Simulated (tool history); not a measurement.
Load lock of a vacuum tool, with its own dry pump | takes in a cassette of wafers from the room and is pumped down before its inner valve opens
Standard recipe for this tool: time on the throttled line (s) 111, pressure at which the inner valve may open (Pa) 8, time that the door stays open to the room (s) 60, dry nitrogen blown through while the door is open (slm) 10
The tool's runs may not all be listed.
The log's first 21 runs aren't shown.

| run | day | time on the throttled line (s) | pressure at which the inner valve may open (Pa) | time that the door stays open to the room (s) | dry nitrogen blown through while the door is open (slm) | incoming humidity of the room's air, % | time from the closed door until the inner valve may open (s) | rise of the pressure with all valves shut (Pa/min) |
|---|---|---|---|---|---|---|---|---|
| 22 | 309.858 | 93 | 10 | 34 | 10 | 45.6 | 151.3 | 0.089 |
| 23 | 318.838 | 93 | 10 | 34 | 10 | 44.8 | 152.4 | 0.088 |
| 24 | 330.029 | 81 | 6 | 34 | 7 | 42.7 | 147.7 | 0.090 |
| 25 | 340.008 | 124 | 11 | 146 | 27 | 46.2 | 177.6 | 0.121 |
| 26 | 352.317 | 77 | 11 | 97 | 30 | 43.2 | 136.8 | 0.102 |
| 27 | 371.904 | 72 | 8 | 34 | 36 | 44.4 | 136.2 | 0.083 |
| 28 | 380.342 | 72 | 8 | 34 | 36 | 48.7 | 136.8 | 0.093 |
| 29 | 389.821 | 113 | 8 | 29 | 10 | 48.2 | 173.1 | 0.096 |
| 30 | 410.175 | 121 | 11 | 50 | 15 | 43.2 | 176.6 | 0.105 |
| 31 | 429.408 | 111 | 8 | 176 | 7 | 42.7 | 172.7 | 0.160 |
| 32 | 440.529 | 221 | 15 | 58 | 5 | 45.9 | 263.0 | 0.126 |
| 33 | 460.283 | 111 | 8 | 120 | 10 | 44.1 | 171.9 | 0.145 |
| 34 | 476.771 | 111 | 8 | 120 | 10 | 47.0 | 172.1 | 0.151 |
| 35 | 497.012 | 111 | 8 | 120 | 10 | 43.8 | 173.1 | 0.151 |
| 36 | 510.912 | 111 | 8 | 212 | 10 | 45.9 | 175.0 | 0.180 |
| 37 | 520.212 | 111 | 8 | 60 | 8 | 47.3 | 174.4 | 0.133 |

Forecast each of these 4 alternatives for the next run:
| A | 530.417 | 111 | 16 | 183 | 10 | 45.0 | ? | ? |
| B | 530.417 | 111 | 11 | 202 | 9 | 45.0 | ? | ? |
| C | 530.417 | 111 | 8 | 60 | 22 | 44.5 | ? | ? |
| D | 530.417 | 111 | 14 | 178 | 17 | 44.9 | ? | ? |

| run | time from the closed door until the inner valve may open (s) | rise of the pressure with all valves shut (Pa/min) |
|---|---|---|
| A | 168.3 | 0.180 |
| B | 171.4 | 0.186 |
| C | 175.3 | 0.123 |
| D | 169.8 | 0.167 |
With the hidden condition removed and each run's random variation left untouched, the same runs would have given:
| run | time from the closed door until the inner valve may open (s) | rise of the pressure with all valves shut (Pa/min) |
|---|---|---|
| A | 162.9 | 0.087 |
| B | 165.7 | 0.095 |
| C | 169.3 | 0.029 |
| D | 164.3 | 0.074 |

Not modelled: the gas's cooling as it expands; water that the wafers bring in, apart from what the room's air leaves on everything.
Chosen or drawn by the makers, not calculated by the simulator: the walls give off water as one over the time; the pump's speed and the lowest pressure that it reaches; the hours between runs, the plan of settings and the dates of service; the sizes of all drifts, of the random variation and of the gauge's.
